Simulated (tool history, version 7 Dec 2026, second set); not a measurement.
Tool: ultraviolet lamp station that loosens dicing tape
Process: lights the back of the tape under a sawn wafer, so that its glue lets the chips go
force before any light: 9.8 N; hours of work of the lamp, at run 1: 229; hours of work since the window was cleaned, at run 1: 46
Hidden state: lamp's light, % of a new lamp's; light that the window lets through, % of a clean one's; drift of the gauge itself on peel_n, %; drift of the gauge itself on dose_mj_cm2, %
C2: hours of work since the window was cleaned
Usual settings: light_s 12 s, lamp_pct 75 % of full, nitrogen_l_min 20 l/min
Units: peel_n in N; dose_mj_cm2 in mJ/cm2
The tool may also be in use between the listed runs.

run 1 hour=0 | light_s=12 lamp_pct=75 nitrogen_l_min=20 | hours_of_work_of_the_lamp=229 C2=46 | peel_n=1.574 dose_mj_cm2=375
run 2 hour=67 | light_s=12 lamp_pct=75 nitrogen_l_min=20 | hours_of_work_of_the_lamp=259 C2=77 | peel_n=1.601 dose_mj_cm2=370
run 3 hour=133.8 | light_s=12 lamp_pct=75 nitrogen_l_min=20 | hours_of_work_of_the_lamp=289 C2=107 | peel_n=1.652 dose_mj_cm2=368
run 4 hour=174.7 | light_s=12 lamp_pct=75 nitrogen_l_min=20 | hours_of_work_of_the_lamp=308 C2=125 | peel_n=1.717 dose_mj_cm2=369
run 5 hour=249.1 | light_s=12 lamp_pct=75 nitrogen_l_min=20 | hours_of_work_of_the_lamp=341 C2=159 | peel_n=1.669 dose_mj_cm2=354
run 6 hour=327 | light_s=12 lamp_pct=75 nitrogen_l_min=20 | hours_of_work_of_the_lamp=377 C2=194 | peel_n=1.699 dose_mj_cm2=357
run 7 hour=403.8 | light_s=12 lamp_pct=75 nitrogen_l_min=20 | hours_of_work_of_the_lamp=411 C2=229 | peel_n=1.739 dose_mj_cm2=349
run 8 hour=456.7 | light_s=12 lamp_pct=75 nitrogen_l_min=20 | hours_of_work_of_the_lamp=435 C2=253 | peel_n=1.772 dose_mj_cm2=347
run 9 hour=490.5 | light_s=12 lamp_pct=75 nitrogen_l_min=9 | hours_of_work_of_the_lamp=450 C2=268 | peel_n=2.729 dose_mj_cm2=343
run 10 hour=545.8 | light_s=20 lamp_pct=75 nitrogen_l_min=20 | hours_of_work_of_the_lamp=475 C2=293 | peel_n=0.746 dose_mj_cm2=564
run 11 hour=604.9 | light_s=10 lamp_pct=75 nitrogen_l_min=20 | hours_of_work_of_the_lamp=502 C2=320 | peel_n=2.404 dose_mj_cm2=281
run 12 hour=650.1 | light_s=10 lamp_pct=75 nitrogen_l_min=20 | hours_of_work_of_the_lamp=523 C2=340 | peel_n=2.419 dose_mj_cm2=281
run 13 hour=690 | light_s=12 lamp_pct=75 nitrogen_l_min=28 | hours_of_work_of_the_lamp=541 C2=358 | peel_n=1.614 dose_mj_cm2=330
run 14 hour=729.1 | light_s=12 lamp_pct=75 nitrogen_l_min=28 | hours_of_work_of_the_lamp=558 C2=376 | peel_n=1.595 dose_mj_cm2=331
run 15 hour=809.8 | light_s=12 lamp_pct=75 nitrogen_l_min=28 | hours_of_work_of_the_lamp=595 C2=413 | peel_n=1.656 dose_mj_cm2=326
run 16 hour=891.8 | light_s=12 lamp_pct=75 nitrogen_l_min=20 | hours_of_work_of_the_lamp=632 C2=450 | peel_n=2.035 dose_mj_cm2=321
run 17 hour=963.3 | light_s=12 lamp_pct=75 nitrogen_l_min=20 | hours_of_work_of_the_lamp=664 C2=482 | peel_n=2.06 dose_mj_cm2=316
run 18 hour=1003.3 | light_s=12 lamp_pct=75 nitrogen_l_min=20 | hours_of_work_of_the_lamp=682 C2=500 | peel_n=2.049 dose_mj_cm2=314
run 19 hour=1071.6 | light_s=12 lamp_pct=76 nitrogen_l_min=20 | hours_of_work_of_the_lamp=713 C2=531 | peel_n=2.053 dose_mj_cm2=314
run 20 hour=1109.3 | light_s=12 lamp_pct=76 nitrogen_l_min=20 | hours_of_work_of_the_lamp=730 C2=548 | peel_n=2.107 dose_mj_cm2=308
run 21 hour=1144 | light_s=12 lamp_pct=76 nitrogen_l_min=20 | hours_of_work_of_the_lamp=746 C2=564 | peel_n=2.101 dose_mj_cm2=308
run 22 hour=1213.5 | light_s=12 lamp_pct=76 nitrogen_l_min=32 | hours_of_work_of_the_lamp=777 C2=595 | peel_n=1.757 dose_mj_cm2=306
run 23 hour=1256.2 | light_s=12 lamp_pct=88 nitrogen_l_min=33 | hours_of_work_of_the_lamp=797 C2=614 | peel_n=1.394 dose_mj_cm2=349
run 24 hour=1294.6 | light_s=12 lamp_pct=75 nitrogen_l_min=6 | hours_of_work_of_the_lamp=814 C2=632 | peel_n=3.671 dose_mj_cm2=297
run 25 hour=1342.4 | light_s=17 lamp_pct=61 nitrogen_l_min=18 | hours_of_work_of_the_lamp=835 C2=653 | peel_n=1.986 dose_mj_cm2=341
-- hour=1374 window cleaned of glue's vapour
run 26 hour=1378.1 | light_s=17 lamp_pct=61 nitrogen_l_min=18 | hours_of_work_of_the_lamp=851 C2=2 | peel_n=1.835 dose_mj_cm2=353
run 27 hour=1416.6 | light_s=17 lamp_pct=61 nitrogen_l_min=18 | hours_of_work_of_the_lamp=869 C2=19 | peel_n=1.864 dose_mj_cm2=355
run 28 hour=1472.8 | light_s=21 lamp_pct=67 nitrogen_l_min=32 | hours_of_work_of_the_lamp=894 C2=45 | peel_n=0.767 dose_mj_cm2=476
run 29 hour=1514.8 | light_s=12 lamp_pct=68 nitrogen_l_min=12 | hours_of_work_of_the_lamp=913 C2=64 | peel_n=3.118 dose_mj_cm2=271
run 30 hour=1595.5 | light_s=11 lamp_pct=68 nitrogen_l_min=19 | hours_of_work_of_the_lamp=950 C2=100 | peel_n=2.885 dose_mj_cm2=247
run 31 hour=1667.2 | light_s=11 lamp_pct=84 nitrogen_l_min=16 | hours_of_work_of_the_lamp=982 C2=133 | peel_n=2.445 dose_mj_cm2=304
run 32 hour=1714.3 | light_s=21 lamp_pct=84 nitrogen_l_min=16 | hours_of_work_of_the_lamp=1003 C2=154 | peel_n=0.831 dose_mj_cm2=570
run 33 hour=1776 | light_s=12 lamp_pct=75 nitrogen_l_min=11 | hours_of_work_of_the_lamp=1031 C2=182 | peel_n=3.079 dose_mj_cm2=293
run 34 hour=1837.5 | light_s=10 lamp_pct=75 nitrogen_l_min=14 | hours_of_work_of_the_lamp=1059 C2=210 | peel_n=3.401 dose_mj_cm2=231
run 35 hour=1914.7 | light_s=10 lamp_pct=75 nitrogen_l_min=14 | hours_of_work_of_the_lamp=1094 C2=244 | peel_n=3.513 dose_mj_cm2=233
run 36 hour=1968.1 | light_s=10 lamp_pct=75 nitrogen_l_min=14 | hours_of_work_of_the_lamp=1118 C2=269 | peel_n=3.576 dose_mj_cm2=231
-- hour=2023.9 lamp changed
run 37 hour=2032 | light_s=7 lamp_pct=75 nitrogen_l_min=14 | hours_of_work_of_the_lamp=4 C2=297 | peel_n=3.433 dose_mj_cm2=229
run 38 hour=2076.4 | light_s=7 lamp_pct=62 nitrogen_l_min=14 | hours_of_work_of_the_lamp=24 C2=317 | peel_n=4.09 dose_mj_cm2=185
run 39 hour=2128.2 | light_s=8 lamp_pct=92 nitrogen_l_min=20 | hours_of_work_of_the_lamp=47 C2=340 | peel_n=2.052 dose_mj_cm2=320
run 40 hour=2204.2 | light_s=8 lamp_pct=92 nitrogen_l_min=21 | hours_of_work_of_the_lamp=82 C2=375 | peel_n=2.022 dose_mj_cm2=313
run 41 hour=2284.1 | light_s=8 lamp_pct=92 nitrogen_l_min=21 | hours_of_work_of_the_lamp=118 C2=411 | peel_n=2.05 dose_mj_cm2=309
run 42 hour=2342 | light_s=8 lamp_pct=62 nitrogen_l_min=7 | hours_of_work_of_the_lamp=144 C2=437 | peel_n=4.8 dose_mj_cm2=204
run 43 hour=2414.1 | light_s=9 lamp_pct=62 nitrogen_l_min=7 | hours_of_work_of_the_lamp=176 C2=470 | peel_n=4.439 dose_mj_cm2=229

Forecast each of these 3 alternatives for the next run:
run A hour=2487.5 | light_s=12 lamp_pct=75 nitrogen_l_min=12 | hours_of_work_of_the_lamp=210 C2=503 | peel_n=? dose_mj_cm2=?
run B hour=2487.5 | light_s=7 lamp_pct=77 nitrogen_l_min=10 | hours_of_work_of_the_lamp=210 C2=503 | peel_n=? dose_mj_cm2=?
run C hour=2487.5 | light_s=9 lamp_pct=73 nitrogen_l_min=25 | hours_of_work_of_the_lamp=210 C2=503 | peel_n=? dose_mj_cm2=?

run=A peel_n=2.204 dose_mj_cm2=367
run=B peel_n=4.161 dose_mj_cm2=223
run=C peel_n=2.459 dose_mj_cm2=265
Without the tool's hidden state the same runs would have given:
run=A peel_n=1.858 dose_mj_cm2=411
run=B peel_n=3.757 dose_mj_cm2=249
run=C peel_n=2.092 dose_mj_cm2=298

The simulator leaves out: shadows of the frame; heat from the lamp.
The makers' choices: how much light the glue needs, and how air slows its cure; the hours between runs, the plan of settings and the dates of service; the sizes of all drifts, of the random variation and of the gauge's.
